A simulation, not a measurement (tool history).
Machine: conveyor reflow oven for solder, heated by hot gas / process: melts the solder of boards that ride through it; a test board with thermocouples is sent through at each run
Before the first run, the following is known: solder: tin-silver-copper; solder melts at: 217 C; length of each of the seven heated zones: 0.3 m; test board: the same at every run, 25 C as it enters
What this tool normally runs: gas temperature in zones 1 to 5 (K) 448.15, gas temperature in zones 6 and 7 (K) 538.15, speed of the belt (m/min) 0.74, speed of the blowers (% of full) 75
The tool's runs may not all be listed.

run	hour	gas temperature in zones 1 to 5 (K)	gas temperature in zones 6 and 7 (K)	speed of the belt (m/min)	speed of the blowers (% of full)	highest temperature of the board (K)	time above the solder's melting point (s)
1	0	448.15	538.15	0.74	75	521.65	36.4
2	12.3	448.15	538.15	0.74	75	521.25	35.4
3	22.8	448.15	538.15	0.74	83	522.75	36.1
4	35.2	448.15	538.15	0.74	83	522.45	35.7
5	41.6	448.15	538.15	0.74	83	522.55	37.2
6	50.6	448.15	538.15	0.74	83	523.25	35.5
7	64.5	448.15	538.15	0.74	75	521.65	34.7
8	78.2	448.15	535.15	0.74	75	518.25	32.8
9	89.2	448.15	538.15	0.74	75	521.65	34.7
10	97.2	448.15	534.15	0.74	75	517.15	32.7
11	104.5	448.15	534.15	0.74	75	517.15	33.1
12	110.6	448.15	538.15	0.74	75	521.55	33.8
13	121.1	448.15	538.15	0.74	75	520.75	34.7
14	131.2	448.15	538.15	0.837	75	517.25	27.7
15	143.7	448.15	538.15	0.837	75	517.75	26.6
16	150.9	448.15	538.15	0.837	75	516.85	27.8
17	164.5	448.15	534.15	0.74	52	511.25	28.4
18	170.8	448.15	534.15	0.78	52	509.75	23.9
# hour 186.9: flux residue cleaned out of gas plates and filters
19	188.5	448.15	548.15	0.645	58	533.05	45.5
20	195	448.15	548.15	0.645	58	532.65	46.8
21	208.5	448.15	548.15	0.645	53	530.75	45.5
# hour 223.2: belt drive overhauled, speed set with a stopwatch
22	225	448.15	548.15	0.645	53	530.85	44.3
23	232.6	448.15	538.15	0.74	82	523.85	36.4
24	238.6	454.15	538.15	0.626	72	528.05	47.4
25	250.3	446.15	538.15	0.736	65	520.95	33.3
26	258.8	446.15	538.15	0.736	65	519.85	33.2
27	272.4	446.15	538.15	0.736	65	520.05	34
28	279.5	462.15	538.15	0.74	75	524.75	40.2
29	288.1	460.15	547.15	0.798	66	527.75	37.2
30	295.3	445.15	531.15	0.832	75	512.35	25.7
31	303.9	457.15	526.15	0.849	59	506.15	21.8

3 ways to go on from here, each from the tool as it stands after run 31. What would each give?
A	314.1	457.15	550.15	0.75	84	?	?
B	314.1	457.15	553.15	0.762	82	?	?
C	314.1	447.15	535.15	0.671	75	?	?

run	highest temperature of the board (K)	time above the solder's melting point (s)
A	535.25	42.4
B	537.85	41.9
C	521.45	39.4
Without the tool's unlogged condition, the same runs would have read:
run	highest temperature of the board (K)	time above the solder's melting point (s)
A	537.65	43
B	540.35	42.5
C	523.75	40.6
